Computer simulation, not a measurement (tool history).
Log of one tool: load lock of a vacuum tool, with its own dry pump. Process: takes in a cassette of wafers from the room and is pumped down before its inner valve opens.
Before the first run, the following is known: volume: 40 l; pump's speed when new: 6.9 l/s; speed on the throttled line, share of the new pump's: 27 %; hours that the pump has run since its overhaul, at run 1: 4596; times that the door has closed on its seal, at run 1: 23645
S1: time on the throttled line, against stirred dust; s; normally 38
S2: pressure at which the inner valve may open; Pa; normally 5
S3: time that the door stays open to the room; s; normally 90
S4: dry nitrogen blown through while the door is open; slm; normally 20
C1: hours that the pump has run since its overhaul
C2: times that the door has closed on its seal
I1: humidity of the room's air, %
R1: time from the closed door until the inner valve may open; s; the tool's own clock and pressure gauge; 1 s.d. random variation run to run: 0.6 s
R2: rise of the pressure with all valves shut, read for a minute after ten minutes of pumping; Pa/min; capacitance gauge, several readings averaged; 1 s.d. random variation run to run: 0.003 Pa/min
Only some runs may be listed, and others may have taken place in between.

Run 1, hour 0: usual settings; C1 4596; C2 23645; I1 46. Result: R1 90.9 s, R2 0.182 Pa/min.
Run 2, hour 243.7: usual settings but S4 34 slm; C1 4840; C2 24344; I1 42.8. Result: R1 89.4 s, R2 0.17 Pa/min.
Run 3, hour 524.4: usual settings but S4 34 slm; C1 5121; C2 25148; I1 45.9. Result: R1 90.8 s, R2 0.182 Pa/min.
Run 4, hour 807: usual settings but S2 9 Pa; C1 5403; C2 25958; I1 43.7. Result: R1 87.4 s, R2 0.19 Pa/min.
Run 5, hour 1095: usual settings but S2 9 Pa; C1 5691; C2 26783; I1 44.2. Result: R1 86.7 s, R2 0.206 Pa/min.
Run 6, hour 1277.3: usual settings but S2 9 Pa; C1 5873; C2 27306; I1 41.4. Result: R1 87.8 s, R2 0.205 Pa/min.
Run 7, hour 1642.3: usual settings; C1 6238; C2 28352; I1 44.1. Result: R1 91.4 s, R2 0.22 Pa/min.
Run 8, hour 1842.2: usual settings but S1 45 s; C1 6438; C2 28925; I1 44.2. Result: R1 96.8 s, R2 0.225 Pa/min.
Run 9, hour 2114.8: usual settings; C1 6711; C2 29706; I1 46.6. Result: R1 91.8 s, R2 0.229 Pa/min.
Run 10, hour 2371.4: usual settings; C1 6968; C2 30441; I1 42.6. Result: R1 91.3 s, R2 0.243 Pa/min.
Run 11, hour 2671.3: usual settings; C1 7267; C2 31301; I1 46.1. Result: R1 92.1 s, R2 0.248 Pa/min.
Run 12, hour 2911.7: usual settings but S3 67 s; C1 7508; C2 31990; I1 43.1. Result: R1 93.8 s, R2 0.253 Pa/min.
Run 13, hour 3293: usual settings but S3 67 s; C1 7889; C2 33082; I1 45.9. Result: R1 93.1 s, R2 0.264 Pa/min.
Run 14, hour 3671.8: usual settings but S3 67 s; C1 8268; C2 34168; I1 42.5. Result: R1 94.4 s, R2 0.268 Pa/min.
Run 15, hour 3844.6: usual settings but S3 67 s; C1 8441; C2 34663; I1 42.9. Result: R1 93.3 s, R2 0.283 Pa/min.
Run 16, hour 4205.6: usual settings but S3 34 s; C1 8802; C2 35698; I1 42.8. Result: R1 94.1 s, R2 0.292 Pa/min.
Run 17, hour 4527.1: usual settings but S3 34 s; C1 9123; C2 36619; I1 48.1. Result: R1 94.1 s, R2 0.294 Pa/min.
Run 18, hour 4949.5: usual settings but S1 45 s; C1 9546; C2 37829; I1 43.2. Result: R1 99.6 s, R2 0.321 Pa/min.
Run 19, hour 5270: usual settings but S1 45 s; C1 9866; C2 38748; I1 42.9. Result: R1 100.9 s, R2 0.342 Pa/min.
Run 20, hour 5573.3: usual settings but S1 45 s, S3 104 s, S4 5 slm; C1 10169; C2 39617; I1 46.6. Result: R1 99.9 s, R2 0.356 Pa/min.
Run 21, hour 5813.1: usual settings but S1 46 s, S2 6 Pa, S3 138 s, S4 7 slm; C1 10409; C2 40304; I1 47.3. Result: R1 99.9 s, R2 0.376 Pa/min.
Run 22, hour 6037.6: usual settings but S1 46 s, S2 6 Pa, S3 138 s, S4 7 slm; C1 10634; C2 40948; I1 41.8. Result: R1 100.1 s, R2 0.373 Pa/min.
Run 23, hour 6430.5: usual settings but S1 20 s, S2 6 Pa, S3 38 s, S4 7 slm; C1 11027; C2 42074; I1 43.5. Result: R1 82.9 s, R2 0.376 Pa/min.
Run 24, hour 6666.6: usual settings but S2 8 Pa, S3 62 s; C1 11263; C2 42750; I1 45.6. Result: R1 92 s, R2 0.391 Pa/min.
Run 25, hour 6994.4: usual settings but S3 66 s, S4 11 slm; C1 11590; C2 43690; I1 43.1. Result: R1 96.2 s, R2 0.395 Pa/min.
Run 26, hour 7364.9: usual settings but S1 27 s, S3 163 s, S4 11 slm; C1 11961; C2 44752; I1 43.6. Result: R1 90.3 s, R2 0.431 Pa/min.
Run 27, hour 7784: usual settings but S3 66 s, S4 5 slm; C1 12380; C2 45953; I1 48.6. Result: R1 98.6 s, R2 0.441 Pa/min.
Run 28, hour 8101: usual settings but S3 66 s, S4 5 slm; C1 12697; C2 46861; I1 44.1. Result: R1 97.4 s, R2 0.441 Pa/min.
Run 29, hour 8441.3: usual settings but S1 20 s; C1 13037; C2 47836; I1 48.2. Result: R1 85.9 s, R2 0.465 Pa/min.
Run 30, hour 8737.8: usual settings but S1 55 s, S2 7 Pa; C1 13334; C2 48686; I1 40.6. Result: R1 106.9 s, R2 0.473 Pa/min.
At hour 8964.9: door's seal changed, seat wiped.
Run 31, hour 9129.9: usual settings but S1 37 s; C1 13724; C2 472; I1 44.3. Result: R1 97.4 s, R2 0.04 Pa/min.
Run 32, hour 9323.5: usual settings but S1 37 s; C1 13918; C2 1027; I1 46. Result: R1 98.2 s, R2 0.036 Pa/min.
Run 33, hour 9589.5: usual settings but S1 37 s; C1 14184; C2 1789; I1 42.6. Result: R1 99.9 s, R2 0.04 Pa/min.
At hour 9820.6: dry pump taken out, an overhauled one fitted.
Run 34, hour 9994.1: usual settings but S1 30 s; C1 174; C2 2932; I1 44.5. Result: R1 80.6 s, R2 0.049 Pa/min.
Run 35, hour 10234.8: usual settings but S1 30 s, S2 4 Pa, S3 107 s, S4 30 slm; C1 414; C2 3622; I1 43.4. Result: R1 81.8 s, R2 0.042 Pa/min.
Run 36, hour 10629.8: usual settings but S3 130 s; C1 809; C2 4754; I1 43.8. Result: R1 86.6 s, R2 0.064 Pa/min.
Run 37, hour 10914.4: usual settings but S1 58 s, S4 6 slm; C1 1094; C2 5569; I1 45.3. Result: R1 101.3 s, R2 0.07 Pa/min.

Branching from run 37: 4 alternative next runs. What would each branch give?
Run A, hour 11281.8: usual settings but S1 25 s, S2 8 Pa, S3 176 s; C1 1461; C2 6622; I1 46.7. Result: R1 ?, R2 ?.
Run B, hour 11281.8: usual settings but S1 58 s, S4 27 slm; C1 1461; C2 6622; I1 46.7. Result: R1 ?, R2 ?.
Run C, hour 11281.8: usual settings but S1 56 s, S2 9 Pa, S3 94 s, S4 6 slm; C1 1461; C2 6622; I1 45.1. Result: R1 ?, R2 ?.
Run D, hour 11281.8: usual settings but S1 64 s, S3 31 s, S4 9 slm; C1 1461; C2 6622; I1 46.2. Result: R1 ?, R2 ?.

run     R1     R2
  A   74.1  0.078
  B  102.6   0.06
  C   96.6  0.077
  D  106.8  0.062
Take away the tool's hidden state, keep each run's random variation, and the runs would have read:
run     R1     R2
  A     73  0.054
  B  101.6  0.035
  C   95.8  0.053
  D  105.9  0.037
